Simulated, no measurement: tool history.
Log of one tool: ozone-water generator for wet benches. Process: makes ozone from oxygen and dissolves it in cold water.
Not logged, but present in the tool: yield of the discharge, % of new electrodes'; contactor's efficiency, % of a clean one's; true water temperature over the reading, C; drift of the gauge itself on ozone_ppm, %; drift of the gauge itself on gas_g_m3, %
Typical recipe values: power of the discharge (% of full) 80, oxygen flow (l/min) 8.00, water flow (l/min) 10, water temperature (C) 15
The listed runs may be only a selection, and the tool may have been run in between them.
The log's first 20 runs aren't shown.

run	hour	power of the discharge (% of full)	oxygen flow (l/min)	water flow (l/min)	water temperature (C)	hours of work since the electrodes were changed	hours of work since the contactor was cleaned	hours of work since the thermometer was calibrated	dissolved ozone (ppm)	ozone in the gas ahead of the water (g/m3)
21	1998.0	75	8.95	8	16	5155	1553	1282	25.8	120.2
22	2086.6	92	10.18	8	8	5243	1641	1369	34.3	126.5
23	2157.5	80	8.00	12	15	5313	1711	1440	23.3	131.4
24	2274.1	80	8.00	12	15	5428	1827	1555	23.0	130.9
25	2362.0	48	4.79	12	15	5515	1914	1642	18.4	127.4
26	2494.4	57	8.00	10	14	5646	2045	1773	21.1	108.0
27	2621.1	57	8.00	10	14	5772	2170	1899	21.5	108.0
28	2765.8	57	8.00	10	14	5915	2313	2042	21.2	107.7
29	2898.3	43	8.00	14	15	6046	2445	2173	14.8	91.5
30	3046.3	51	9.26	10	15	6193	2591	2319	18.8	93.1
31	3147.8	51	9.26	10	15	6293	2692	2420	18.6	93.6
32	3225.6	51	9.26	10	15	6370	2769	2497	18.5	93.5
33	3329.2	66	7.77	10	15	6473	2871	2599	21.7	114.8

Predict each of these 3 candidate next runs independently; none follows another, all start after run 33:
A	3468.9	83	8.00	6	21	6611	3009	2738	?	?
B	3468.9	80	8.00	11	15	6611	3009	2738	?	?
C	3468.9	80	8.00	7	15	6611	3009	2738	?	?

run	dissolved ozone (ppm)	ozone in the gas ahead of the water (g/m3)
A	25.7	126.2
B	22.9	124.6
C	28.1	124.4
The same runs, with their run-to-run variation unchanged, on a tool lacking any hidden condition would have given:
run	dissolved ozone (ppm)	ozone in the gas ahead of the water (g/m3)
A	34.6	165.5
B	30.7	162.7
C	37.5	162.4
